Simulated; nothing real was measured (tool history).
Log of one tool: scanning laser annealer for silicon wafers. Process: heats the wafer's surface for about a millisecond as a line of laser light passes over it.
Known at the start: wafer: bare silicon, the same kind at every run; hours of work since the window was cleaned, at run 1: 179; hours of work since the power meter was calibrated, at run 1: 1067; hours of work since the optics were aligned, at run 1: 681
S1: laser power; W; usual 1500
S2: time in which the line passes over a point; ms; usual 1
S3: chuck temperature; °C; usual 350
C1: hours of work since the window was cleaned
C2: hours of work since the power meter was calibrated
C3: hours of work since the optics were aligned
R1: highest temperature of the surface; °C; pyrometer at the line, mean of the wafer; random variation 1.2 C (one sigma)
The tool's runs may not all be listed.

Run 1, day 0: usual settings; C1 179; C2 1067; C3 681. Result: R1 1065 °C.
Run 2, day 2.3: usual settings; C1 216; C2 1103; C3 717. Result: R1 1065 °C.
Run 3, day 4.846: usual settings; C1 256; C2 1144; C3 758. Result: R1 1063 °C.
Run 4, day 7.429: usual settings; C1 297; C2 1185; C3 799. Result: R1 1064 °C.
Run 5, day 9.208: usual settings; C1 325; C2 1213; C3 827. Result: R1 1064 °C.
Run 6, day 12.05: usual settings; C1 370; C2 1258; C3 872. Result: R1 1064 °C.
Run 7, day 14.692: usual settings; C1 412; C2 1300; C3 914. Result: R1 1060 °C.
Run 8, day 16.154: usual settings; C1 436; C2 1323; C3 937. Result: R1 1059 °C.
Run 9, day 17.812: usual settings; C1 462; C2 1350; C3 964. Result: R1 1062 °C.
Run 10, day 20.479: usual settings; C1 504; C2 1392; C3 1006. Result: R1 1060 °C.
Run 11, day 22.462: usual settings; C1 536; C2 1423; C3 1038. Result: R1 1056 °C.
Run 12, day 24.154: usual settings but S1 1608 W, S2 0.76 ms; C1 563; C2 1450; C3 1064. Result: R1 1032 °C.
Run 13, day 26.579: usual settings but S1 1384 W, S3 378 °C; C1 601; C2 1489; C3 1103. Result: R1 1021 °C.

Run 14 comes next. What will it give?
Run 14, day 28.238: usual settings but S1 1384 W, S3 378 °C; C1 627; C2 1515; C3 1129. Result: R1 ?.

R1: 1019 °C
Without the tool's hidden state the same run would have given R1 1030 °C.
